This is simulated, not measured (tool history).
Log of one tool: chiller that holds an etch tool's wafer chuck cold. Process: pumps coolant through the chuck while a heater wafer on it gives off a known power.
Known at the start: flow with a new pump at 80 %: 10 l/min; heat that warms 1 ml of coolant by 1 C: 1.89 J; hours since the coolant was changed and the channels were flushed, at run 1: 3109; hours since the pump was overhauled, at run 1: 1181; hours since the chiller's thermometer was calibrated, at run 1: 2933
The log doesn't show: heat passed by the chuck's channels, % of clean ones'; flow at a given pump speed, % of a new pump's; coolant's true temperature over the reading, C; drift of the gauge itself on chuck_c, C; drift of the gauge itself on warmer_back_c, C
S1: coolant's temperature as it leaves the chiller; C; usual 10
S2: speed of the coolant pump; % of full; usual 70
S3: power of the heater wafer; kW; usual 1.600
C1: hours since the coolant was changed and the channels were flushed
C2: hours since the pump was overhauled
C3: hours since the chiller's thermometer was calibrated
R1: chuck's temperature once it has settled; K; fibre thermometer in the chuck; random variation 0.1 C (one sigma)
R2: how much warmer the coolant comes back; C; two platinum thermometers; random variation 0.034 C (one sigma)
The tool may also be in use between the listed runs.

run   hour  S1  S2     S3    C1    C2    C3      R1    R2
  1    0.0  10  70  1.600  3109  1181  2933  302.55  5.98
  2   31.4  10  70  1.600  3141  1212  2964  302.65  5.98
  3   56.5  10  70  0.828  3166  1237  2989  292.95  3.12
  4   83.1  10  70  1.073  3193  1264  3016  295.95  4.04
  5  107.1  10  70  1.600  3217  1288  3040  302.65  5.99
  6  128.1  10  82  1.600  3238  1309  3061  300.65  5.09
  7  151.5  10  82  1.600  3261  1332  3084  300.65  5.17
  8  184.3  10  82  1.600  3294  1365  3117  300.65  5.15
  9  214.3  10  70  1.045  3324  1395  3147  295.75  3.91
 10  240.6  10  70  1.045  3350  1422  3173  295.75  3.96
 11  258.7  10  74  1.045  3368  1440  3192  295.15  3.63
 12  272.3  10  70  1.197  3382  1453  3205  297.45  4.47
 13  292.2  10  70  1.197  3402  1473  3225  297.65  4.49
 14  323.2  10  70  1.197  3433  1504  3256  297.85  4.54
     346.3  -- coolant changed, channels flushed
 15  355.6  10  70  0.976     9  1531  3283  293.65  3.67
 16  388.5  10  70  1.600    42  1563  3315  300.75  6.03
 17  418.0  10  70  1.600    72  1593  3345  300.95  6.01
 18  445.2  11  65  1.299    99  1620  3372  299.15  5.24
 19  473.5   1  97  2.040   127  1648  3400  292.35  5.64
 20  504.5  10  95  2.040   158  1679  3431  301.55  5.71
 21  535.2  19  95  1.273   189  1710  3462  303.45  3.59
 22  554.6   1  68  1.600   208  1730  3481  292.35  6.20
 23  573.9   1  68  1.600   228  1749  3501  292.35  6.21
 24  591.9  10  68  1.600   246  1767  3519  301.15  6.30
 25  606.8  10  70  0.995   261  1782  3534  293.95  3.71
 26  620.8  10  95  1.300   274  1796  3548  294.75  3.66
 27  639.5  10  95  1.300   293  1814  3566  294.65  3.67
 28  670.4  11  80  1.049   324  1845  3597  294.55  3.51
 29  686.1  11  80  1.049   340  1861  3613  294.35  3.53
 30  704.0  11  80  1.049   358  1879  3631  294.45  3.51
     717.9  -- chiller's thermometer calibrated
 31  734.4  11  80  1.049   387  1908    16  295.55  3.50
 32  757.6  10  85  1.049   410  1931    40  293.95  3.35
 33  783.4  18  87  1.600   436  1957    65  307.15  4.98

Hidden state at the last listed run before each entry between runs and at the first one after, where it differs:
Between runs 14 and 15: coolant changed, channels flushed (hour 346.3)
  heat passed by the chuck's channels, % of clean ones': 87.9 -> 99.7; coolant's true temperature over the reading, C: -0.73 -> -0.74
  measured less the result without the state, R1: +1.20 -> -0.40 K; R2: +0.19 -> +0.15 C
Between runs 30 and 31: chiller's thermometer calibrated (hour 717.9)
  heat passed by the chuck's channels, % of clean ones': 98.5 -> 98.4; coolant's true temperature over the reading, C: -0.81 -> 0.01
  measured less the result without the state, R1: -0.30 -> +0.60 K; R2: +0.17 -> +0.18 C
